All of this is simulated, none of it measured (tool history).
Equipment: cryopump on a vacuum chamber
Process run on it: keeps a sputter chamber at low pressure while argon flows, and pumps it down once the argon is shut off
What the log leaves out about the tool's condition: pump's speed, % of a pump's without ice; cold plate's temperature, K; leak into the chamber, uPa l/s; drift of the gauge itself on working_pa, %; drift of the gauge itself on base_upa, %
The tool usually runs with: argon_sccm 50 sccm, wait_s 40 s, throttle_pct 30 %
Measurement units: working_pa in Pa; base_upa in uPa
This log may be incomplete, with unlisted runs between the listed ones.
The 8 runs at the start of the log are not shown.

run,day,argon_sccm,wait_s,throttle_pct,hours of work since the pump was warmed up and emptied,hours of work since the cold head was overhauled,hours of work since the chamber's fittings were tightened,working_pa,base_upa
9,27.258,37,40,30,123,2136,589,0.2370,2.77
10,29.650,37,40,30,147,2160,613,0.2405,2.82
11,33.321,37,40,30,183,2197,649,0.2385,2.94
12,36.446,50,40,30,214,2228,680,0.3216,2.91
13,39.888,50,40,30,248,2262,715,0.3214,3.02
14,42.558,50,40,30,275,2289,741,0.3235,3.16
15,45.704,50,40,30,306,2320,772,0.3266,3.18
16,49.529,50,40,30,345,2358,811,0.3247,3.34
17,54.062,50,40,30,390,2403,856,0.3265,3.43
18,56.862,50,40,30,418,2431,884,0.3294,3.61
19,59.262,50,143,30,441,2455,908,0.3309,2.76
20,64.050,50,143,30,489,2503,955,0.3336,2.98
21,68.125,97,105,59,530,2543,996,0.3481,3.21
22,71.617,30,222,38,565,2578,1031,0.1617,3.06
23,76.279,30,222,38,611,2624,1077,0.1645,3.25
24,79.046,38,40,30,639,2652,1105,0.2582,4.32
25,82.492,81,21,35,673,2686,1139,0.4813,5.24
26,85.312,50,59,29,701,2714,1167,0.3508,4.06
27,87.921,23,40,25,727,2740,1193,0.1867,4.74
28,92.000,49,73,38,768,2781,1234,0.2759,4.25
29,96.767,44,40,30,815,2828,1281,0.3082,5.04
30,99.138,44,40,30,839,2852,1305,0.3076,5.14
31,101.700,44,40,30,864,2878,1330,0.3106,5.19
32,104.238,23,292,49,889,2903,1356,0.1088,4.22
33,106.788,23,292,49,915,2928,1381,0.1074,4.31

The next listed run, before its measurement:
34,108.938,98,35,33,936,2950,1402,?,?

working_pa: 0.6425 Pa
base_upa: 5.62 uPa
On a tool with no hidden condition, and with the same random variation, this run would have come out at working_pa 0.5550 Pa, base_upa 1.68 uPa.
